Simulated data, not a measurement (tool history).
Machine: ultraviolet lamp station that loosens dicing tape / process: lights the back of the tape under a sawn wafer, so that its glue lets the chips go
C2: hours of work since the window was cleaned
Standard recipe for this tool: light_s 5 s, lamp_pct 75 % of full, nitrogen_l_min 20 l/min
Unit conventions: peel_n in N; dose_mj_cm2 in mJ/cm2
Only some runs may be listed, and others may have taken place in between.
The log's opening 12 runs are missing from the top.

Run 13, hour 488.8: usual settings but lamp_pct 67 % of full, nitrogen_l_min 8 l/min; hours of work of the lamp 357; C2 40. Result: peel_n 0.365 N, dose_mj_cm2 453 mJ/cm2.
Run 14, hour 544.3: usual settings but lamp_pct 67 % of full, nitrogen_l_min 8 l/min; hours of work of the lamp 380; C2 63. Result: peel_n 0.390 N, dose_mj_cm2 444 mJ/cm2.
Run 15, hour 582.1: usual settings but lamp_pct 62 % of full; hours of work of the lamp 396; C2 79. Result: peel_n 0.212 N, dose_mj_cm2 413 mJ/cm2.
Run 16, hour 624.6: usual settings but light_s 6 s, lamp_pct 80 % of full, nitrogen_l_min 23 l/min; hours of work of the lamp 414; C2 97. Result: peel_n 0.104 N, dose_mj_cm2 623 mJ/cm2.
Run 17, hour 665.1: usual settings but light_s 2 s, lamp_pct 67 % of full, nitrogen_l_min 38 l/min; hours of work of the lamp 431; C2 114. Result: peel_n 0.783 N, dose_mj_cm2 173 mJ/cm2.
Run 18, hour 726.3: usual settings but light_s 2 s, lamp_pct 64 % of full, nitrogen_l_min 10 l/min; hours of work of the lamp 457; C2 140. Result: peel_n 1.559 N, dose_mj_cm2 166 mJ/cm2.
Run 19, hour 785.2: usual settings but light_s 2 s, lamp_pct 64 % of full, nitrogen_l_min 10 l/min; hours of work of the lamp 482; C2 165. Result: peel_n 1.529 N, dose_mj_cm2 162 mJ/cm2.
Run 20, hour 837.2: usual settings but light_s 2 s, lamp_pct 64 % of full, nitrogen_l_min 10 l/min; hours of work of the lamp 504; C2 187. Result: peel_n 1.558 N, dose_mj_cm2 165 mJ/cm2.
Run 21, hour 872.7: usual settings but light_s 4 s, nitrogen_l_min 12 l/min; hours of work of the lamp 519; C2 202. Result: peel_n 0.394 N, dose_mj_cm2 374 mJ/cm2.
Run 22, hour 916.0: usual settings but light_s 6 s, lamp_pct 64 % of full, nitrogen_l_min 10 l/min; hours of work of the lamp 537; C2 220. Result: peel_n 0.274 N, dose_mj_cm2 474 mJ/cm2.
Run 23, hour 951.5: usual settings but light_s 4 s, lamp_pct 79 % of full, nitrogen_l_min 10 l/min; hours of work of the lamp 552; C2 235. Result: peel_n 0.438 N, dose_mj_cm2 394 mJ/cm2.
Run 24, hour 994.7: usual settings but light_s 4 s, lamp_pct 84 % of full, nitrogen_l_min 9 l/min; hours of work of the lamp 570; C2 253. Result: peel_n 0.413 N, dose_mj_cm2 417 mJ/cm2.
Run 25, hour 1023.2: usual settings but light_s 4 s, lamp_pct 84 % of full, nitrogen_l_min 9 l/min; hours of work of the lamp 582; C2 265. Result: peel_n 0.407 N, dose_mj_cm2 408 mJ/cm2.
Run 26, hour 1050.3: usual settings but light_s 4 s, lamp_pct 80 % of full, nitrogen_l_min 15 l/min; hours of work of the lamp 594; C2 277. Result: peel_n 0.300 N, dose_mj_cm2 390 mJ/cm2.
Run 27, hour 1105.4: usual settings but light_s 3 s, lamp_pct 62 % of full; hours of work of the lamp 617; C2 300. Result: peel_n 0.729 N, dose_mj_cm2 225 mJ/cm2.
Run 28, hour 1149.6: usual settings but light_s 2 s, lamp_pct 78 % of full; hours of work of the lamp 636; C2 319. Result: peel_n 0.994 N, dose_mj_cm2 186 mJ/cm2.
Run 29, hour 1177.5: usual settings but light_s 8 s, lamp_pct 74 % of full, nitrogen_l_min 12 l/min; hours of work of the lamp 647; C2 330. Result: peel_n 0.113 N, dose_mj_cm2 705 mJ/cm2.
Run 30, hour 1235.8: usual settings but light_s 8 s, lamp_pct 79 % of full, nitrogen_l_min 12 l/min; hours of work of the lamp 672; C2 355. Result: peel_n 0.118 N, dose_mj_cm2 744 mJ/cm2.

Here are 3 independent what-if runs from the current tool condition. What would each one return?
Run A, hour 1287.8: usual settings but light_s 4 s, lamp_pct 66 % of full, nitrogen_l_min 21 l/min; hours of work of the lamp 694; C2 377. Result: peel_n ?, dose_mj_cm2 ?.
Run B, hour 1287.8: usual settings but lamp_pct 71 % of full, nitrogen_l_min 12 l/min; hours of work of the lamp 694; C2 377. Result: peel_n ?, dose_mj_cm2 ?.
Run C, hour 1287.8: usual settings but light_s 8 s, lamp_pct 79 % of full, nitrogen_l_min 6 l/min; hours of work of the lamp 694; C2 377. Result: peel_n ?, dose_mj_cm2 ?.

run  peel_n  dose_mj_cm2
  A   0.373          306
  B   0.324          414
  C   0.167          734
Without the tool's unlogged condition, the same runs would have read:
run  peel_n  dose_mj_cm2
  A   0.230          384
  B   0.202          520
  C   0.113          922

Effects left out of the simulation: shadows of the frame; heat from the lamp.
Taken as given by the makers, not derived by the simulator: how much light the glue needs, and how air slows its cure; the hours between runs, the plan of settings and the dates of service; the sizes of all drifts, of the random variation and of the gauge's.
